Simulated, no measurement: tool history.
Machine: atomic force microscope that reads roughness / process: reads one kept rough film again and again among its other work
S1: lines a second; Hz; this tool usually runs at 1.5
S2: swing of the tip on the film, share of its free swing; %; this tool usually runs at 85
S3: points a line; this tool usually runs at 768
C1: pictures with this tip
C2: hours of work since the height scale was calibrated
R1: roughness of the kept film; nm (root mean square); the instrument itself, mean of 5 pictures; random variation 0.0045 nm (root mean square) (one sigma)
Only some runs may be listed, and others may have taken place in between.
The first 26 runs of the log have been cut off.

run 27 hour=1126.4 | S1=1.5 S2=85 S3=281 | C1=296 C2=168 | R1=0.949
-- hour=1138.4 new tip fitted
run 28 hour=1169.8 | S1=1.5 S2=73 S3=768 | C1=60 C2=194 | R1=1.04
run 29 hour=1223.8 | S1=1.5 S2=73 S3=768 | C1=163 C2=227 | R1=1.036
run 30 hour=1271.6 | S1=1.5 S2=85 S3=564 | C1=254 C2=256 | R1=0.948
-- hour=1303.7 new tip fitted
run 31 hour=1303.7 | S1=1.13 S2=59 S3=291 | C1=0 C2=276 | R1=1.118
run 32 hour=1347.4 | S1=1.5 S2=86 S3=786 | C1=83 C2=302 | R1=0.959
run 33 hour=1373.7 | S1=2.2 S2=85 S3=260 | C1=133 C2=318 | R1=0.895
run 34 hour=1429.3 | S1=2.2 S2=63 S3=721 | C1=239 C2=353 | R1=1.049
run 35 hour=1455.6 | S1=1.5 S2=71 S3=768 | C1=289 C2=369 | R1=1.033
-- hour=1469.4 new tip fitted
run 36 hour=1511.9 | S1=3.6 S2=80 S3=768 | C1=80 C2=403 | R1=0.85
run 37 hour=1569.4 | S1=3.6 S2=80 S3=768 | C1=190 C2=438 | R1=0.84
run 38 hour=1621.6 | S1=0.51 S2=85 S3=349 | C1=289 C2=470 | R1=1.06
-- hour=1635.7 new tip fitted
run 39 hour=1645.9 | S1=1.4 S2=86 S3=768 | C1=20 C2=485 | R1=0.971
run 40 hour=1681.9 | S1=1.4 S2=62 S3=535 | C1=88 C2=507 | R1=1.086
run 41 hour=1717 | S1=1.4 S2=62 S3=535 | C1=155 C2=528 | R1=1.093
run 42 hour=1746 | S1=1.4 S2=65 S3=535 | C1=210 C2=546 | R1=1.063
run 43 hour=1771 | S1=0.53 S2=85 S3=714 | C1=258 C2=561 | R1=1.055
-- hour=1802.1 new tip fitted
run 44 hour=1823.8 | S1=1.51 S2=85 S3=714 | C1=42 C2=593 | R1=0.964
run 45 hour=1856.8 | S1=1.31 S2=67 S3=707 | C1=104 C2=614 | R1=1.074
run 46 hour=1900.8 | S1=1.31 S2=67 S3=707 | C1=188 C2=640 | R1=1.07
run 47 hour=1956.7 | S1=0.91 S2=67 S3=707 | C1=295 C2=675 | R1=1.073
-- hour=1968.5 new tip fitted
run 48 hour=1995.7 | S1=2.82 S2=80 S3=462 | C1=52 C2=698 | R1=0.909
run 49 hour=2050.6 | S1=0.96 S2=80 S3=378 | C1=156 C2=732 | R1=1.036
run 50 hour=2101 | S1=2.43 S2=82 S3=605 | C1=253 C2=763 | R1=0.895
run 51 hour=2129.7 | S1=2.43 S2=87 S3=653 | C1=307 C2=780 | R1=0.839

Branching from run 51: 5 alternative next runs. What would each branch give?
-- hour=2134.8 new tip fitted
run A hour=2187.6 | S1=2.43 S2=73 S3=653 | C1=100 C2=816 | R1=?
-- hour=2134.8 new tip fitted
run B hour=2187.6 | S1=0.69 S2=79 S3=784 | C1=100 C2=816 | R1=?
-- hour=2134.8 new tip fitted
run C hour=2187.6 | S1=0.76 S2=85 S3=768 | C1=100 C2=816 | R1=?
-- hour=2134.8 new tip fitted
run D hour=2187.6 | S1=0.78 S2=76 S3=829 | C1=100 C2=816 | R1=?
-- hour=2134.8 new tip fitted
run E hour=2187.6 | S1=0.95 S2=85 S3=768 | C1=100 C2=816 | R1=?

run=A R1=0.971
run=B R1=1.07
run=C R1=1.045
run=D R1=1.08
run=E R1=1.018
Without the tool's hidden state the same runs would have given:
run=A R1=0.988
run=B R1=1.089
run=C R1=1.063
run=D R1=1.098
run=E R1=1.036

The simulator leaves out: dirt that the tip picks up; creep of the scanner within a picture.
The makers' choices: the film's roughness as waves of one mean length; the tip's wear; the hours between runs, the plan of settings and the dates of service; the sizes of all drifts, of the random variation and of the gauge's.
